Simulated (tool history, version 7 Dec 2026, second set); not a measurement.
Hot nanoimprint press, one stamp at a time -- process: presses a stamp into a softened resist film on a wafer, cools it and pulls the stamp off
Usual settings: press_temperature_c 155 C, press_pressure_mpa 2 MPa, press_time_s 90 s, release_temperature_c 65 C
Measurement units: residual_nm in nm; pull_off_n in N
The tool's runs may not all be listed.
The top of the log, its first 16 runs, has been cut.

run   hour  press_temperature_c  press_pressure_mpa  press_time_s  release_temperature_c  hours of work since the thermocouple was calibrated  imprints on the stamp's release coat  hours of work since the press's seals were changed  residual_nm  pull_off_n
 17  424.3                  155                2.63           109                     63                                                  106                                  1088                                                 335        172.3         239
 18    450                  151                   2           138                     60                                                  126                                  1194                                                 355        209.3         249
 19  485.3                  151                   2           138                     60                                                  153                                  1340                                                 383        209.7         243
 20  517.9                  154                1.78            60                     58                                                  178                                  1474                                                 408        259.8         251
 21  550.8                  145                1.78            67                     58                                                  204                                  1610                                                 433        311.5         245
 22  567.3                  143                2.66            62                     71                                                  217                                  1678                                                 446        295.1         199
 23  600.9                  155                1.28            58                     65                                                  243                                  1817                                                 472        289.4         220
 24  625.3                  167                   2           108                     65                                                  261                                  1917                                                 491        138.8         229
 25  643.9                  143                1.42            83                     51                                                  276                                  1994                                                 505        333.6         274
 26  661.5                  143                1.42            83                     51                                                  289                                  2067                                                 519        332.3         273
     677.9  -- stamp cleaned and given a new release coat
     686.3  -- plate thermocouple calibrated
 27  703.7                  144                 2.6            72                     65                                                   13                                    94                                                 545        280.7         225
 28  733.3                  144                 2.6            72                     65                                                   36                                   216                                                 568        280.6         233
 29  768.5                  159                 2.6            72                     65                                                   64                                   362                                                 595        180.1         232
 30  805.8                  162                   2            66                     70                                                   93                                   515                                                 624          195         213
 31  824.7                  146                   2            45                     65                                                  107                                   593                                                 638        322.5         233

Below are 3 alternative next runs, each starting from the tool's condition after run 31. Predict each:
  A   849                  159                   2            45                     57                                                  126                                   694                                                 657            ?           ?
  B   849                  165                   2            90                     65                                                  126                                   694                                                 657            ?           ?
  C   849                  146                   2            90                     65                                                  126                                   694                                                 657            ?           ?

run  residual_nm  pull_off_n
  A        239.5         256
  B          160         231
  C        281.1         230
Stripped of hidden state, with their random variation kept, the same runs would have yielded:
run  residual_nm  pull_off_n
  A        233.1         255
  B        155.7         230
  C        273.5         229
